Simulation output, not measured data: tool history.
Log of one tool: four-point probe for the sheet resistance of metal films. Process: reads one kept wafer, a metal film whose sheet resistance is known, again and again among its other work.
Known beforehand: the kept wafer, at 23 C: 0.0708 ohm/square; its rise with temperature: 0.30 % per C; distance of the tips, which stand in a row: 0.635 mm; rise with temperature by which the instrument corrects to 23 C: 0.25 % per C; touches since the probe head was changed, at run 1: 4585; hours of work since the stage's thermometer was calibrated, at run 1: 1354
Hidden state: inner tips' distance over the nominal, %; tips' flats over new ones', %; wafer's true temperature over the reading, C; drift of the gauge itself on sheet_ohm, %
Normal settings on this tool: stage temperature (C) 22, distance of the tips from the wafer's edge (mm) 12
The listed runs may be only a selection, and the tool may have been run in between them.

run,day,stage temperature (C),distance of the tips from the wafer's edge (mm),touches since the probe head was changed,hours of work since the stage's thermometer was calibrated,sheet resistance as the instrument gives it (ohm/square)
1,0,22,12,4585,1354,0.071101
2,0.629,22,12,5005,1362,0.07109
3,0.896,28,12,5183,1366,0.071296
4,1.175,22,3,5370,1370,0.072656
5,1.588,22,3,5648,1375,0.072647
6,2.204,22,10,6060,1383,0.071149
7,2.721,22,10,6406,1390,0.071162
8,3.321,22,10,6808,1398,0.071149

What does the tool deliver on the next run?
9,3.633,23,12,7017,1403,?

sheet resistance as the instrument gives it (ohm/square): 0.071105
Take away the tool's hidden state, keep the run-to-run variation as it was, and the same run would have given sheet resistance as the instrument gives it (ohm/square) 0.070887.
